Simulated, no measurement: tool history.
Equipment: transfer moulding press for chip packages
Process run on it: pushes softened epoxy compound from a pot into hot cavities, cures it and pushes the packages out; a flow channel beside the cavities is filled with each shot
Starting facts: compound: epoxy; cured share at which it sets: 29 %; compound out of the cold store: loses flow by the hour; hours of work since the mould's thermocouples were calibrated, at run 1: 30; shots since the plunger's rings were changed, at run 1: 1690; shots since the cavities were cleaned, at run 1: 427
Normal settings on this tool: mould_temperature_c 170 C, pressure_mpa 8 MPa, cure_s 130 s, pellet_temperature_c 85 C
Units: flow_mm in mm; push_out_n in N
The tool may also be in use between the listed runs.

run,hour,mould_temperature_c,pressure_mpa,cure_s,pellet_temperature_c,hours of work since the mould's thermocouples were calibrated,shots since the plunger's rings were changed,shots since the cavities were cleaned,incoming compound's hours out of the cold store,flow_mm,push_out_n
1,0,170,8,130,85,30,1690,427,39.5,480,749
# hour 9: cavities cleaned with cleaning compound and waxed
# hour 61: cavities cleaned with cleaning compound and waxed
2,61,170,8,130,85,68,2221,0,43.7,467,468
# hour 116.2: cavities cleaned with cleaning compound and waxed
3,122.7,170,8,130,85,108,2771,60,14.2,533,526
4,154.7,170,8,130,85,129,3063,352,15.4,526,698
# hour 170.1: cavities cleaned with cleaning compound and waxed
5,215.5,170,8,130,85,167,3605,415,40.2,472,748
# hour 226.2: cavities cleaned with cleaning compound and waxed
6,247.7,170,8,130,85,187,3885,196,46.7,452,626
# hour 265.1: plunger's sealing rings changed
# hour 285.9: cavities cleaned with cleaning compound and waxed
7,316.3,170,8,116,85,229,454,278,29,516,766

Estimate the outcome of run 8 from the log above:
# hour 338.5: cavities cleaned with cleaning compound and waxed
8,369.4,170,8,116,85,263,925,282,21.7,?,?

flow_mm: 529 mm
push_out_n: 766 N
Without the tool's hidden state the same run would have given flow_mm 534 mm, push_out_n 509 N.
